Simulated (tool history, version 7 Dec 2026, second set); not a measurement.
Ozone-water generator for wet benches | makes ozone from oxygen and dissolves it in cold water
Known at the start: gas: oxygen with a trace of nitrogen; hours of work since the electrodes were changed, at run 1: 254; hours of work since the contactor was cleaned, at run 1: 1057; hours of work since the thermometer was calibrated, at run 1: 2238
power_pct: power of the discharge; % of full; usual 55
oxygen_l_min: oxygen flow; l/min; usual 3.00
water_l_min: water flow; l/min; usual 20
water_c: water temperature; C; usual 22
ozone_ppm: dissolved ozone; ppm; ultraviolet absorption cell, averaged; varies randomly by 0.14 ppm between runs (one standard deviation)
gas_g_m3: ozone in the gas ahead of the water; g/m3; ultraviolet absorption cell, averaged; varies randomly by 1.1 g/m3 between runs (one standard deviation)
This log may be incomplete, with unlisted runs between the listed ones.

run,hour,power_pct,oxygen_l_min,water_l_min,water_c,hours of work since the electrodes were changed,hours of work since the contactor was cleaned,hours of work since the thermometer was calibrated,ozone_ppm,gas_g_m3
1,0.0,55,3.00,20,22,254,1057,2238,17.6,206.6
2,33.2,55,3.00,20,22,274,1078,2259,17.3,205.8
3,78.0,55,3.00,20,22,302,1106,2287,17.4,206.4
4,115.4,55,3.00,20,22,326,1130,2310,17.3,205.8
5,136.1,55,3.00,20,22,339,1143,2323,17.1,206.9
6,159.7,55,3.00,20,22,353,1157,2338,17.4,204.7
7,199.5,81,3.00,20,22,378,1182,2363,21.9,256.3
8,243.9,81,3.00,20,22,406,1210,2390,21.5,255.9
9,270.7,81,3.00,20,22,423,1227,2407,21.6,253.9
10,318.8,81,3.00,20,22,453,1257,2437,21.8,258.2
11,355.2,81,3.00,20,22,476,1280,2460,21.7,257.0
12,379.9,67,3.00,20,22,491,1295,2476,19.2,230.1
13,412.8,67,3.00,20,22,512,1316,2496,19.3,230.7
14,456.9,55,3.00,20,22,539,1343,2524,17.0,205.7
15,488.1,55,3.00,20,22,559,1363,2543,17.2,205.8
16,520.9,55,3.00,20,22,579,1383,2564,17.2,203.1
17,569.1,55,3.00,20,22,609,1413,2594,17.1,206.1
18,606.9,61,3.00,20,18,633,1437,2617,19.3,217.6
19,644.6,66,1.57,27,21,657,1461,2641,11.6,291.4
20,672.5,80,1.57,27,21,674,1478,2659,13.1,327.4
21,702.6,80,1.57,27,21,693,1497,2677,12.8,326.8
22,734.3,80,1.57,27,21,713,1517,2697,12.7,327.4
23,763.7,91,1.74,19,14,731,1535,2716,21.4,337.7
24,790.0,78,4.99,19,22,748,1552,2732,23.8,205.5
25,819.7,55,1.91,19,25,766,1570,2751,15.1,244.8
26,849.1,55,4.31,20,17,785,1588,2769,20.1,179.8
27,880.3,55,4.31,20,17,804,1608,2788,20.0,176.6
28,928.7,55,3.00,20,16,834,1638,2819,18.4,204.8
29,972.5,55,3.00,30,25,862,1666,2846,11.9,204.1
30,1008.2,55,3.00,30,25,884,1688,2868,11.8,207.0
31,1030.4,55,2.12,21,22,898,1702,2882,14.8,234.7
32,1079.1,42,3.46,20,25,929,1732,2913,14.6,165.1

Consider 5 possible next runs. They are alternatives, not a sequence: every one starts from the tool as it was left by run 32. What does each give?
A,1119.0,72,2.80,20,15,953,1757,2938,?,?
B,1119.0,56,3.46,20,25,953,1757,2938,?,?
C,1119.0,89,2.02,29,22,953,1757,2938,?,?
D,1119.0,55,1.88,13,15,953,1757,2938,?,?
E,1119.0,42,3.46,20,24,953,1757,2938,?,?

run,ozone_ppm,gas_g_m3
A,21.0,241.7
B,17.5,195.5
C,14.0,313.8
D,22.9,244.8
E,15.0,165.6
With the hidden condition removed and each run's random variation left untouched, the same runs would have given:
run,ozone_ppm,gas_g_m3
A,21.5,245.2
B,17.8,197.9
C,14.3,318.9
D,23.3,247.9
E,15.2,167.3
